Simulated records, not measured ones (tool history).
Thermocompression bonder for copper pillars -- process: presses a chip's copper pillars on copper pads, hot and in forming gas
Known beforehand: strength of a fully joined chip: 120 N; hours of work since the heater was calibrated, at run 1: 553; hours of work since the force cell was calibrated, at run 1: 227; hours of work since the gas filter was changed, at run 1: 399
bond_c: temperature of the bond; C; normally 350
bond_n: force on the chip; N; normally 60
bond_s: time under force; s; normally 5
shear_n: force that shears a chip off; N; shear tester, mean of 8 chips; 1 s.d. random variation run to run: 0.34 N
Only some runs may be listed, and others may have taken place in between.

| run | hour | bond_c | bond_n | bond_s | hours of work since the heater was calibrated | hours of work since the force cell was calibrated | hours of work since the gas filter was changed | shear_n |
|---|---|---|---|---|---|---|---|---|
| 1 | 0 | 350 | 60 | 5 | 553 | 227 | 399 | 80.5 |
| 2 | 24.6 | 350 | 60 | 7 | 563 | 237 | 409 | 87.7 |
| 3 | 42.1 | 350 | 60 | 7 | 570 | 244 | 416 | 87.4 |
|  | 44 | forming gas filter changed |
| 4 | 68.2 | 350 | 60 | 7 | 580 | 254 | 10 | 91.3 |
| 5 | 88.5 | 350 | 60 | 7 | 588 | 263 | 18 | 90.9 |
| 6 | 111.8 | 350 | 60 | 7 | 598 | 272 | 27 | 90.9 |
| 7 | 132 | 350 | 60 | 7 | 606 | 280 | 35 | 90.7 |
| 8 | 159.7 | 350 | 60 | 7 | 617 | 291 | 46 | 90.6 |
| 9 | 190.6 | 350 | 60 | 5 | 629 | 303 | 59 | 84 |
| 10 | 210.3 | 350 | 60 | 15 | 637 | 311 | 67 | 103.9 |
| 11 | 223.6 | 350 | 70 | 5 | 642 | 317 | 72 | 90.8 |
| 12 | 251.2 | 350 | 70 | 3 | 653 | 328 | 83 | 79.1 |
| 13 | 270.2 | 350 | 60 | 11 | 661 | 335 | 91 | 99.3 |
| 14 | 295.9 | 350 | 60 | 11 | 671 | 346 | 101 | 99 |
| 15 | 319.7 | 350 | 60 | 11 | 681 | 355 | 110 | 98.9 |
| 16 | 335.3 | 350 | 60 | 11 | 687 | 361 | 117 | 99 |
| 17 | 360.4 | 350 | 60 | 11 | 697 | 371 | 127 | 98 |
| 18 | 376.5 | 350 | 60 | 11 | 703 | 378 | 133 | 99.4 |
| 19 | 405.7 | 350 | 60 | 11 | 715 | 390 | 145 | 97.9 |
| 20 | 432.3 | 350 | 60 | 3 | 726 | 400 | 155 | 72.1 |
| 21 | 451.9 | 354 | 60 | 5 | 734 | 408 | 163 | 84.9 |
| 22 | 477.1 | 350 | 39 | 4 | 744 | 418 | 173 | 60.1 |
| 23 | 492.7 | 355 | 56 | 5 | 750 | 424 | 180 | 82.9 |
| 24 | 523 | 355 | 56 | 5 | 762 | 436 | 192 | 83.1 |
| 25 | 545.9 | 362 | 69 | 5 | 771 | 446 | 201 | 94.8 |
| 26 | 576.7 | 362 | 69 | 5 | 784 | 458 | 213 | 94.1 |
| 27 | 599.9 | 331 | 83 | 5 | 793 | 467 | 222 | 84.4 |
| 28 | 613 | 348 | 60 | 9 | 798 | 472 | 228 | 93.7 |
| 29 | 633.7 | 348 | 60 | 9 | 806 | 481 | 236 | 92.8 |
| 30 | 647.9 | 351 | 53 | 5 | 812 | 486 | 242 | 77 |
| 31 | 662.6 | 365 | 53 | 8 | 818 | 492 | 248 | 94.7 |
| 32 | 691.2 | 323 | 49 | 10 | 829 | 504 | 259 | 71.4 |
| 33 | 718.2 | 326 | 40 | 6 | 840 | 515 | 270 | 55 |
| 34 | 744.3 | 357 | 81 | 7 | 851 | 525 | 280 | 102.3 |
| 35 | 765.8 | 357 | 81 | 7 | 859 | 534 | 289 | 102.3 |
| 36 | 782.3 | 357 | 81 | 7 | 866 | 540 | 295 | 102.4 |
| 37 | 806.4 | 357 | 81 | 7 | 875 | 550 | 305 | 102.3 |
| 38 | 835 | 378 | 61 | 6 | 887 | 561 | 317 | 99.4 |
| 39 | 857 | 378 | 61 | 6 | 896 | 570 | 325 | 99.9 |

4 options for the next run, each taken on its own from the tool as it stands now. Forecast them:
| A | 887.9 | 346 | 76 | 3 | 908 | 582 | 338 | ? |
| B | 887.9 | 332 | 57 | 10 | 908 | 582 | 338 | ? |
| C | 887.9 | 366 | 41 | 4 | 908 | 582 | 338 | ? |
| D | 887.9 | 353 | 44 | 13 | 908 | 582 | 338 | ? |

| run | shear_n |
|---|---|
| A | 77.5 |
| B | 82.9 |
| C | 71.1 |
| D | 90.1 |
Take away the tool's hidden state, keep each run's random variation, and the runs would have read:
| run | shear_n |
|---|---|
| A | 80.2 |
| B | 85.8 |
| C | 73.6 |
| D | 93.4 |
